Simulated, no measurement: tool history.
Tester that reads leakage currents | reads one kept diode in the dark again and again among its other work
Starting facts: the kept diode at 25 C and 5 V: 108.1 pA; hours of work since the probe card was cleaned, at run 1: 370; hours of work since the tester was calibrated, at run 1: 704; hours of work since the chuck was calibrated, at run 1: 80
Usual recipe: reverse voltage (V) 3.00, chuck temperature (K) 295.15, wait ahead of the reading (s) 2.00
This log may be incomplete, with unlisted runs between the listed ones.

run	hour	reverse voltage (V)	chuck temperature (K)	wait ahead of the reading (s)	hours of work since the probe card was cleaned	hours of work since the tester was calibrated	hours of work since the chuck was calibrated	current that the tester gives (pA)
1	0.0	3.00	295.15	2.00	370	704	80	64.67
2	19.2	3.00	295.15	2.00	379	713	89	64.70
3	48.5	3.00	295.15	2.00	393	727	103	64.83
4	69.6	5.48	295.15	2.00	403	737	113	88.72
5	104.4	5.48	310.15	2.00	419	753	129	364.37
6	137.0	3.00	330.15	2.00	434	768	144	1438.22
7	162.6	3.00	295.15	2.00	446	780	156	65.71
8	182.0	3.00	295.15	2.00	456	790	165	65.98
9	211.8	3.00	295.15	2.00	469	803	179	65.73
10	240.5	3.00	295.15	2.00	483	817	193	66.17
11	276.8	3.00	295.15	2.00	500	834	210	66.63
12	313.7	3.00	295.15	2.00	517	851	227	66.28
13	351.4	3.00	295.15	2.00	535	869	245	67.30
14	382.7	3.00	295.15	2.00	550	884	260	67.35
15	410.2	3.00	295.15	2.00	563	897	272	67.10
16	449.2	3.00	295.15	2.00	581	915	291	67.49
17	473.1	3.00	295.15	2.00	592	926	302	67.37
18	506.2	3.00	295.15	2.00	608	942	318	67.83
19	546.0	3.00	301.15	2.00	626	960	336	121.10
20	568.0	3.00	295.15	2.00	637	971	347	68.50
21	596.1	3.41	329.15	7.39	650	984	360	1469.84
22	640.1	3.11	299.15	2.00	671	1005	380	102.97
23	676.4	19.78	329.15	1.50	688	1022	397	3607.52
# hour 681.1: tester calibrated
24	714.4	19.78	329.15	1.50	704	16	414	3637.33
25	758.7	6.25	295.15	2.89	725	36	435	101.29
26	788.2	6.25	295.15	2.89	739	50	449	101.66
27	821.8	8.54	295.15	2.00	755	66	465	120.18
28	840.7	9.95	325.15	0.37	764	75	474	1865.22
29	880.8	1.16	304.15	2.00	783	94	492	100.89
# hour 892.3: tester calibrated, once more
30	903.2	1.16	304.15	2.00	792	5	502	102.07
31	933.2	1.16	304.15	2.00	806	19	516	102.07
32	976.9	1.16	304.15	2.00	827	40	537	102.91
# hour 987.1: chuck's temperature calibrated
33	1010.0	1.77	295.15	0.58	841	54	11	48.56
34	1038.7	1.77	295.15	0.58	855	68	24	48.62
35	1079.5	3.00	323.15	4.24	874	87	43	797.28
36	1120.4	1.55	325.15	1.61	893	106	63	671.88
37	1144.2	1.61	317.15	4.19	904	117	74	351.55
38	1162.5	1.38	295.15	2.00	913	126	82	43.06
39	1201.2	1.86	295.15	2.00	931	144	100	50.66
40	1222.1	1.86	295.15	2.00	941	154	110	50.63

Consider 3 possible next runs. They are alternatives, not a sequence: every one starts from the tool as it was left by run 40. What does each give?
A	1261.9	3.00	329.15	7.54	960	173	129	?
B	1261.9	3.36	295.15	0.77	960	173	129	?
C	1261.9	7.49	295.15	1.59	960	173	129	?

run	current that the tester gives (pA)
A	1312.26
B	69.73
C	105.78
Take away the tool's hidden state, keep each run's random variation, and the runs would have read:
run	current that the tester gives (pA)
A	1288.04
B	66.42
C	99.47
